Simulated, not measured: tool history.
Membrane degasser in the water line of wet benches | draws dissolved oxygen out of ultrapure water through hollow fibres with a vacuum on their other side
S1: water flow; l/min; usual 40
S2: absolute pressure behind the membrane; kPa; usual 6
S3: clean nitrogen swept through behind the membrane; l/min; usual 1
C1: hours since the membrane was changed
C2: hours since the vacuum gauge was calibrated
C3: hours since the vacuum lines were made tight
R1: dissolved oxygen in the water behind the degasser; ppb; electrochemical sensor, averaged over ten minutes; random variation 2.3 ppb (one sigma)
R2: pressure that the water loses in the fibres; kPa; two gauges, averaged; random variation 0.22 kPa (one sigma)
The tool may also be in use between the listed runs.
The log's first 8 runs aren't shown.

Run 9, hour 448: usual settings but S1 45 l/min; C1 3116; C2 1784; C3 685. Result: R1 281.2 ppb, R2 62.61 kPa.
Run 10, hour 489.9: usual settings but S1 45 l/min; C1 3158; C2 1826; C3 727. Result: R1 274.9 ppb, R2 62.84 kPa.
Run 11, hour 542.9: usual settings but S1 45 l/min; C1 3211; C2 1879; C3 780. Result: R1 280.2 ppb, R2 62.77 kPa.
Run 12, hour 616.9: usual settings; C1 3285; C2 1953; C3 854. Result: R1 246.7 ppb, R2 55.51 kPa.
Run 13, hour 654.2: usual settings but S1 54 l/min; C1 3323; C2 1990; C3 891. Result: R1 346.4 ppb, R2 75.56 kPa.
Run 14, hour 706.6: usual settings but S1 27 l/min; C1 3375; C2 2043; C3 944. Result: R1 178.4 ppb, R2 37.83 kPa.
At hour 712.7: vacuum gauge calibrated.
Run 15, hour 772.1: usual settings but S1 27 l/min; C1 3440; C2 59; C3 1009. Result: R1 176.1 ppb, R2 37.52 kPa.
Run 16, hour 808.1: usual settings but S3 1.55 l/min; C1 3476; C2 95; C3 1045. Result: R1 185.1 ppb, R2 56.26 kPa.
Run 17, hour 865.9: usual settings but S2 3.71 kPa, S3 1.55 l/min; C1 3534; C2 153; C3 1103. Result: R1 59.5 ppb, R2 56.18 kPa.
Run 18, hour 923.8: usual settings but S1 27 l/min, S2 8.15 kPa, S3 0.77 l/min; C1 3592; C2 211; C3 1161. Result: R1 360.2 ppb, R2 37.87 kPa.
Run 19, hour 965.9: usual settings but S1 27 l/min, S2 8.15 kPa, S3 0.77 l/min; C1 3634; C2 253; C3 1203. Result: R1 373.3 ppb, R2 37.66 kPa.

The next listed run, before its measurement:
Run 20, hour 1044.2: usual settings but S1 27 l/min, S2 8.15 kPa, S3 0.77 l/min; C1 3712; C2 331; C3 1281. Result: R1 ?, R2 ?.

Run 20 gave R1 373.2 ppb, R2 37.66 kPa.
Without the tool's hidden state the same run would have given R1 349.3 ppb, R2 36.69 kPa.
